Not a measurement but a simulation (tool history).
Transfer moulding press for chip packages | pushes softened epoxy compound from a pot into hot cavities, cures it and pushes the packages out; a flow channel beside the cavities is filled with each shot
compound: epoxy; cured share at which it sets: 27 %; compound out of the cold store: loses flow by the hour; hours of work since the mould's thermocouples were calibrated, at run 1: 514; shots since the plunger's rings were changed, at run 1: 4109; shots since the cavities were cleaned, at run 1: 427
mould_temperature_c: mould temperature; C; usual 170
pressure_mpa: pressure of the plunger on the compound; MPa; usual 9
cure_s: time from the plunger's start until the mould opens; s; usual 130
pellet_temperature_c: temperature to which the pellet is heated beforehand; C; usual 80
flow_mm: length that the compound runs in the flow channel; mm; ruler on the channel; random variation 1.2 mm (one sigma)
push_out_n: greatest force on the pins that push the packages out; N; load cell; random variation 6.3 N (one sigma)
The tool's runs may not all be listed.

| run | hour | mould_temperature_c | pressure_mpa | cure_s | pellet_temperature_c | hours of work since the mould's thermocouples were calibrated | shots since the plunger's rings were changed | shots since the cavities were cleaned | incoming compound's hours out of the cold store | flow_mm | push_out_n |
|---|---|---|---|---|---|---|---|---|---|---|---|
| 1 | 0 | 170 | 9 | 130 | 80 | 514 | 4109 | 427 | 18.6 | 558 | 341 |
|  | 7.3 | plunger's sealing rings changed |
| 2 | 43.3 | 170 | 9 | 130 | 80 | 541 | 368 | 844 | 39.9 | 514 | 383 |
|  | 62.4 | cavities cleaned with cleaning compound and waxed |
| 3 | 102.9 | 170 | 10.62 | 130 | 80 | 579 | 962 | 414 | 31.9 | 576 | 327 |
| 4 | 138.9 | 170 | 9 | 160 | 80 | 603 | 1330 | 782 | 29.7 | 537 | 362 |
|  | 160.5 | cavities cleaned with cleaning compound and waxed |
| 5 | 229.7 | 170 | 9 | 160 | 80 | 661 | 2243 | 708 | 13.7 | 582 | 359 |
|  | 236.5 | mould's thermocouples calibrated |
|  | 266.4 | cavities cleaned with cleaning compound and waxed |
| 6 | 292.6 | 176 | 9 | 160 | 80 | 36 | 2850 | 267 | 42 | 486 | 303 |
| 7 | 359.9 | 170 | 9 | 130 | 79 | 80 | 3538 | 955 | 30.5 | 525 | 407 |
|  | 369 | cavities cleaned with cleaning compound and waxed |
| 8 | 416.9 | 170 | 9 | 130 | 79 | 116 | 4105 | 490 | 11.8 | 579 | 350 |
|  | 424.5 | plunger's sealing rings changed |
|  | 458.3 | mould's thermocouples calibrated, once more |
|  | 476.9 | cavities cleaned with cleaning compound and waxed |
| 9 | 486.5 | 170 | 9 | 130 | 80 | 18 | 599 | 99 | 31.1 | 538 | 276 |
| 10 | 532.5 | 170 | 9 | 130 | 80 | 48 | 1069 | 569 | 30.2 | 539 | 373 |
|  | 576.6 | cavities cleaned with cleaning compound and waxed |
| 11 | 601.9 | 174 | 9 | 130 | 80 | 92 | 1763 | 259 | 32 | 522 | 302 |
|  | 676.1 | cavities cleaned with cleaning compound and waxed |
| 12 | 683.5 | 170 | 9 | 130 | 80 | 144 | 2582 | 76 | 16.8 | 573 | 283 |
| 13 | 769.1 | 170 | 9 | 130 | 80 | 200 | 3457 | 951 | 43.9 | 491 | 395 |
|  | 774.3 | cavities cleaned with cleaning compound and waxed |
|  | 838.4 | plunger's sealing rings changed |
| 14 | 855.1 | 170 | 9 | 130 | 80 | 254 | 171 | 801 | 17 | 585 | 391 |
|  | 878.5 | cavities cleaned with cleaning compound and waxed |
| 15 | 929.5 | 170 | 9 | 130 | 80 | 302 | 916 | 522 | 22 | 562 | 376 |
|  | 977.8 | cavities cleaned with cleaning compound and waxed |
| 16 | 995.1 | 167 | 8.69 | 112 | 80 | 344 | 1572 | 177 | 17.4 | 574 | 388 |
| 17 | 1051.4 | 163 | 10.5 | 124 | 80 | 380 | 2147 | 752 | 10.9 | 664 | 560 |
|  | 1078.2 | cavities cleaned with cleaning compound and waxed |
| 18 | 1090.9 | 162 | 10.25 | 166 | 75 | 405 | 2535 | 130 | 37.8 | 565 | 303 |
| 19 | 1169.9 | 173 | 8.59 | 133 | 75 | 457 | 3343 | 938 | 14 | 557 | 380 |
|  | 1178.7 | cavities cleaned with cleaning compound and waxed |
| 20 | 1233.2 | 163 | 8.59 | 146 | 70 | 497 | 3975 | 557 | 30.4 | 526 | 406 |
|  | 1252.2 | plunger's sealing rings changed |
|  | 1280.6 | cavities cleaned with cleaning compound and waxed |
| 21 | 1307.8 | 172 | 7.08 | 146 | 76 | 544 | 552 | 277 | 45.2 | 436 | 295 |
| 22 | 1358.3 | 170 | 7.79 | 130 | 82 | 577 | 1068 | 793 | 39.5 | 474 | 382 |
|  | 1379.7 | cavities cleaned with cleaning compound and waxed |
| 23 | 1446.3 | 170 | 7.7 | 130 | 80 | 633 | 1953 | 681 | 12.9 | 542 | 389 |
|  | 1483.6 | cavities cleaned with cleaning compound and waxed |
|  | 1500.5 | mould's thermocouples calibrated |
| 24 | 1524.1 | 166 | 7.95 | 130 | 80 | 15 | 2713 | 394 | 42.7 | 476 | 389 |
|  | 1589.3 | cavities cleaned with cleaning compound and waxed |
| 25 | 1592.2 | 170 | 7.63 | 157 | 80 | 59 | 3393 | 29 | 46 | 447 | 240 |
| 26 | 1652.2 | 168 | 10.03 | 135 | 79 | 98 | 4007 | 643 | 45.5 | 517 | 381 |

Hidden state or all else? Some run-to-run changes of flow_mm, split into what the settings, what came in and random variation would give without the hidden state, and what is left for the hidden state (with any gauge scatter that isn't in both results):
The hidden state here: true mould temperature over the reading, C; pressure that reaches the compound, % of what is set; grip of the stained cavities, % over clean ones'; drift of the gauge itself on flow_mm, %; drift of the gauge itself on push_out_n, %.
Run 1 -> 2: plunger's sealing rings changed. flow_mm -44 mm: hidden state +17, all else -61.
Run 5 -> 6: mould_temperature_c 170 -> 176, mould's thermocouples calibrated, cavities cleaned with cleaning compound and waxed. flow_mm -96 mm: hidden state +0, all else -96.
Run 8 -> 9: pellet_temperature_c 79 -> 80, plunger's sealing rings changed, mould's thermocouples calibrated, once more, cavities cleaned with cleaning compound and waxed. flow_mm -41 mm: hidden state +20, all else -61.
Run 17 -> 18: mould_temperature_c 163 -> 162, pressure_mpa 10.5 -> 10.25, cure_s 124 -> 166, pellet_temperature_c 80 -> 75, cavities cleaned with cleaning compound and waxed. flow_mm -99 mm: hidden state +0, all else -99.
